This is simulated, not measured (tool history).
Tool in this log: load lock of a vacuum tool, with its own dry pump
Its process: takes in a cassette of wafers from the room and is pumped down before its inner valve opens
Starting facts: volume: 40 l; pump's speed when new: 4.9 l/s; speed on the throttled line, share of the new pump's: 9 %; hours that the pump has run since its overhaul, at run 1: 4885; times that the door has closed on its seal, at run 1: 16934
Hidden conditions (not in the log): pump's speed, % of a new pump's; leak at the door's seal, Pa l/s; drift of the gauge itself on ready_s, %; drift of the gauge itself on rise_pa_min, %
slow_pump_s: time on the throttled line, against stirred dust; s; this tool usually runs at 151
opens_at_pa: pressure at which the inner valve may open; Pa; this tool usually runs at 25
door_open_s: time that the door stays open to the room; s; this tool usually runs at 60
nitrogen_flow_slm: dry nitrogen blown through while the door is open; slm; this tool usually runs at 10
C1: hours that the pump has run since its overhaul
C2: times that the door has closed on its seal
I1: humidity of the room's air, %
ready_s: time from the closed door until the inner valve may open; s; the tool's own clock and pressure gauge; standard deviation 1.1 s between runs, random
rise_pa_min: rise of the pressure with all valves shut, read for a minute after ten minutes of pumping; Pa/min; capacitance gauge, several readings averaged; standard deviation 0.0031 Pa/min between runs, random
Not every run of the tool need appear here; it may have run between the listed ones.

Run 1, hour 0.0: usual settings; C1 4885; C2 16934; I1 46.0. Result: ready_s 205.5 s, rise_pa_min 0.145 Pa/min.
Run 2, hour 48.7: usual settings but slow_pump_s 134 s; C1 4934; C2 17148; I1 44.4. Result: ready_s 189.1 s, rise_pa_min 0.145 Pa/min.
Run 3, hour 137.0: usual settings but slow_pump_s 134 s; C1 5022; C2 17536; I1 42.7. Result: ready_s 193.2 s, rise_pa_min 0.142 Pa/min.
Run 4, hour 227.6: usual settings but opens_at_pa 30 Pa; C1 5113; C2 17933; I1 44.4. Result: ready_s 202.3 s, rise_pa_min 0.138 Pa/min.
Run 5, hour 272.7: usual settings but opens_at_pa 30 Pa; C1 5158; C2 18131; I1 47.2. Result: ready_s 204.9 s, rise_pa_min 0.149 Pa/min.
Run 6, hour 367.1: usual settings but opens_at_pa 30 Pa; C1 5252; C2 18546; I1 45.3. Result: ready_s 203.6 s, rise_pa_min 0.153 Pa/min.
Run 7, hour 449.0: usual settings but opens_at_pa 30 Pa; C1 5334; C2 18906; I1 44.1. Result: ready_s 203.3 s, rise_pa_min 0.158 Pa/min.
Run 8, hour 538.8: usual settings but opens_at_pa 30 Pa; C1 5424; C2 19300; I1 47.5. Result: ready_s 205.1 s, rise_pa_min 0.160 Pa/min.
Run 9, hour 605.7: usual settings but door_open_s 224 s; C1 5491; C2 19594; I1 43.7. Result: ready_s 207.4 s, rise_pa_min 0.215 Pa/min.
Run 10, hour 710.7: usual settings but slow_pump_s 234 s, door_open_s 224 s; C1 5596; C2 20055; I1 44.7. Result: ready_s 284.2 s, rise_pa_min 0.222 Pa/min.
Run 11, hour 802.3: usual settings but slow_pump_s 234 s, door_open_s 224 s; C1 5688; C2 20457; I1 44.8. Result: ready_s 282.9 s, rise_pa_min 0.218 Pa/min.
Run 12, hour 864.1: usual settings but door_open_s 56 s; C1 5749; C2 20728; I1 43.6. Result: ready_s 206.4 s, rise_pa_min 0.168 Pa/min.
Run 13, hour 913.3: usual settings but door_open_s 56 s; C1 5799; C2 20945; I1 43.6. Result: ready_s 206.8 s, rise_pa_min 0.161 Pa/min.
Run 14, hour 976.3: usual settings but door_open_s 56 s; C1 5862; C2 21221; I1 48.2. Result: ready_s 206.1 s, rise_pa_min 0.169 Pa/min.
Run 15, hour 1063.8: usual settings but opens_at_pa 48 Pa; C1 5949; C2 21605; I1 45.1. Result: ready_s 200.8 s, rise_pa_min 0.172 Pa/min.

Estimate the outcome of run 16 from the log above:
Run 16, hour 1160.3: usual settings but opens_at_pa 23 Pa; C1 6046; C2 22029; I1 44.7. Result: ready_s ?, rise_pa_min ?.

ready_s: 209.2 s
rise_pa_min: 0.176 Pa/min
Take away the tool's hidden state, keep the run-to-run variation as it was, and the same run would have given ready_s 207.1 s, rise_pa_min 0.068 Pa/min.

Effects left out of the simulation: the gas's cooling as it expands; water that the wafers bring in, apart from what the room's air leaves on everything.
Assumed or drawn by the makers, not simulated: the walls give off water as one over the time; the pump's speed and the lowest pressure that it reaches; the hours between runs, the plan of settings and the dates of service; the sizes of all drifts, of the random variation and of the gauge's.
